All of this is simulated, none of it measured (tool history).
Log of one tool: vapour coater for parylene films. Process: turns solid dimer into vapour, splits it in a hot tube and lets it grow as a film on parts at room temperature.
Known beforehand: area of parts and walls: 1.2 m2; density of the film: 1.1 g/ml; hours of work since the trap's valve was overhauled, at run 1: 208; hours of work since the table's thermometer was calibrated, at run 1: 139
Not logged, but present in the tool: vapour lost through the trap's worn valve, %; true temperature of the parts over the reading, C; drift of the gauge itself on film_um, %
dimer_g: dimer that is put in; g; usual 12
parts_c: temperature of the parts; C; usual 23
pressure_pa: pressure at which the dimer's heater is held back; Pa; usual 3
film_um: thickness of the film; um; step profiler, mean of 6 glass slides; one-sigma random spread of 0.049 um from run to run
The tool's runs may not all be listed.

run    day  dimer_g  parts_c  pressure_pa  hours of work since the trap's valve was overhauled  hours of work since the table's thermometer was calibrated  film_um
  1      0       12       23            3                                                  208                                                         139     5.39
  2  0.508       12       23            3                                                  216                                                         147     5.36
  3  0.996       12       23            3                                                  223                                                         154     5.34
  4  1.533       12       23            3                                                  231                                                         162     5.33
  5  1.838       12       23         4.51                                                  236                                                         167     4.82
  6  2.388       12       23         4.51                                                  244                                                         175     4.79
  7  2.988       12       33            3                                                  253                                                         184      4.2
     3.058  -- table's thermometer calibrated
  8  3.683       12       33            3                                                  263                                                           9     4.06
  9  4.354        6       33            3                                                  273                                                          20     2.09

Forecast run 10:
 10  4.771        6       33            3                                                  280                                                          26        ?

For run 10 the tool returned film_um 2.13 um.
Had the tool carried no hidden state, the very same run would have given film_um 2.45 um.
